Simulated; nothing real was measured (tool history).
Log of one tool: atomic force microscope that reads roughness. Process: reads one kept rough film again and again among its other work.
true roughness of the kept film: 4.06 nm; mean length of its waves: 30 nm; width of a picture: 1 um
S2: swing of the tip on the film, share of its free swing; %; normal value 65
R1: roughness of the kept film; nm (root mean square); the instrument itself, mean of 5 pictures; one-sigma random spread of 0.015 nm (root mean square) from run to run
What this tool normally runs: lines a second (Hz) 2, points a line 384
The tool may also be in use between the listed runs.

Run 1, hour 0: usual settings. Result: R1 3.532 nm (root mean square).
Run 2, hour 6.6: usual settings. Result: R1 3.515 nm (root mean square).
Run 3, hour 20.5: usual settings. Result: R1 3.438 nm (root mean square).
Run 4, hour 26.4: usual settings but S2 88 %. Result: R1 3.186 nm (root mean square).
Run 5, hour 34.2: usual settings but S2 88 %. Result: R1 3.116 nm (root mean square).
Run 6, hour 40.1: usual settings but S2 60 %. Result: R1 3.38 nm (root mean square).
Run 7, hour 52.7: usual settings but S2 60 %. Result: R1 3.322 nm (root mean square).
Run 8, hour 66.6: usual settings but S2 60 %. Result: R1 3.274 nm (root mean square).
Run 9, hour 73.8: usual settings but S2 60 %. Result: R1 3.223 nm (root mean square).
Run 10, hour 80: usual settings but S2 60 %. Result: R1 3.195 nm (root mean square).
Run 11, hour 93.7: usual settings but S2 60 %. Result: R1 3.136 nm (root mean square).
Run 12, hour 100.1: usual settings but S2 60 %. Result: R1 3.115 nm (root mean square).
Run 13, hour 108.7: usual settings but points a line 349. Result: R1 3.041 nm (root mean square).
Run 14, hour 119.3: usual settings but points a line 349. Result: R1 3.599 nm (root mean square).
Run 15, hour 127.3: usual settings but points a line 349. Result: R1 3.547 nm (root mean square).
Run 16, hour 139.5: usual settings but points a line 349. Result: R1 3.464 nm (root mean square).
Run 17, hour 150.4: usual settings but lines a second (Hz) 2.6. Result: R1 3.388 nm (root mean square).
Run 18, hour 161.9: usual settings but lines a second (Hz) 2.6, S2 80 %. Result: R1 3.152 nm (root mean square).
Run 19, hour 170.9: usual settings but lines a second (Hz) 2.6, S2 80 %. Result: R1 3.118 nm (root mean square).
Run 20, hour 184.4: usual settings but lines a second (Hz) 2.6, S2 80 %. Result: R1 3.065 nm (root mean square).
Run 21, hour 197.8: usual settings but lines a second (Hz) 0.7. Result: R1 3.293 nm (root mean square).
Run 22, hour 209.9: usual settings but lines a second (Hz) 0.85. Result: R1 3.23 nm (root mean square).
Run 23, hour 219.5: usual settings but lines a second (Hz) 0.85. Result: R1 3.217 nm (root mean square).
Run 24, hour 225.5: usual settings but points a line 641. Result: R1 3.11 nm (root mean square).
Run 25, hour 232.8: usual settings but points a line 641. Result: R1 3.079 nm (root mean square).
Run 26, hour 244.9: usual settings but points a line 641. Result: R1 3.581 nm (root mean square).
Run 27, hour 258.6: usual settings but lines a second (Hz) 0.79, points a line 623. Result: R1 3.565 nm (root mean square).
Run 28, hour 264.5: usual settings but lines a second (Hz) 0.57, S2 82 %. Result: R1 3.495 nm (root mean square).
Run 29, hour 276.9: usual settings but lines a second (Hz) 0.8, points a line 257. Result: R1 3.427 nm (root mean square).
Run 30, hour 284.1: usual settings but lines a second (Hz) 1.38, S2 71 %. Result: R1 3.353 nm (root mean square).
Run 31, hour 291.4: usual settings but lines a second (Hz) 1.31, S2 75 %, points a line 498. Result: R1 3.325 nm (root mean square).
Run 32, hour 299: usual settings but lines a second (Hz) 1.31, S2 75 %, points a line 498. Result: R1 3.319 nm (root mean square).
Run 33, hour 313.2: usual settings but lines a second (Hz) 1.31, S2 75 %, points a line 498. Result: R1 3.226 nm (root mean square).
Run 34, hour 319.2: usual settings but lines a second (Hz) 2.52, points a line 448. Result: R1 3.197 nm (root mean square).
Run 35, hour 325.3: usual settings but lines a second (Hz) 1.03, S2 76 %, points a line 352. Result: R1 3.212 nm (root mean square).
Run 36, hour 333.7: usual settings but S2 74 %. Result: R1 3.08 nm (root mean square).
Run 37, hour 340.9: usual settings but S2 74 %. Result: R1 3.083 nm (root mean square).
Run 38, hour 348.6: usual settings but S2 74 %. Result: R1 3.044 nm (root mean square).
Run 39, hour 357.3: usual settings but lines a second (Hz) 2.98, S2 55 %, points a line 270. Result: R1 3.101 nm (root mean square).
Run 40, hour 364.1: usual settings but lines a second (Hz) 2.98, S2 55 %, points a line 270. Result: R1 3.031 nm (root mean square).
Run 41, hour 370.4: usual settings but lines a second (Hz) 2.98, S2 55 %, points a line 270. Result: R1 3.559 nm (root mean square).
Run 42, hour 384.3: usual settings but S2 62 %, points a line 790. Result: R1 3.506 nm (root mean square).
Run 43, hour 392.5: usual settings but lines a second (Hz) 1.96, S2 72 %, points a line 408. Result: R1 3.377 nm (root mean square).
Run 44, hour 401.3: usual settings but lines a second (Hz) 1.96, S2 72 %, points a line 408. Result: R1 3.365 nm (root mean square).
Run 45, hour 414.2: usual settings but lines a second (Hz) 2.21, S2 76 %, points a line 368. Result: R1 3.197 nm (root mean square).
Run 46, hour 425: usual settings but lines a second (Hz) 2.71, S2 76 %, points a line 322. Result: R1 3.146 nm (root mean square).
Run 47, hour 432.9: usual settings but lines a second (Hz) 0.86, S2 76 %, points a line 322. Result: R1 3.275 nm (root mean square).

Not shown: 5 entries that the log had between the listed runs. Between which runs, and how does the tool's hidden state differ before and after?
In the gap between runs 13 and 14: new tip fitted (hour 118.2)
  radius of the tip, nm: 15.5 -> 5.3; height scale over the true one, %: 0.36 -> 0.37
  measured minus no-state result, R1: -0.509 -> -0.005 nm (root mean square)
In the gap between runs 16 and 17: height scale calibrated on a step standard (hour 141.9)
  radius of the tip, nm: 7 -> 7.9; height scale over the true one, %: 0.38 -> 0.46
  measured minus no-state result, R1: -0.1 -> -0.147 nm (root mean square)
In the gap between runs 19 and 20: height scale calibrated on a step standard, once more (hour 182.3)
  radius of the tip, nm: 9.7 -> 10.8; height scale over the true one, %: 0.47 -> -0.03
  measured minus no-state result, R1: -0.221 -> -0.291 nm (root mean square)
In the gap between runs 25 and 26: new tip fitted (hour 244.9)
  radius of the tip, nm: 15 -> 5.3; height scale over the true one, %: 0 -> 0.01
  measured minus no-state result, R1: -0.502 -> -0.017 nm (root mean square)
In the gap between runs 40 and 41: new tip fitted (hour 370.2)
  radius of the tip, nm: 15.7 -> 5.5; height scale over the true one, %: 0.08 -> 0.09
  measured minus no-state result, R1: -0.526 -> -0.027 nm (root mean square)
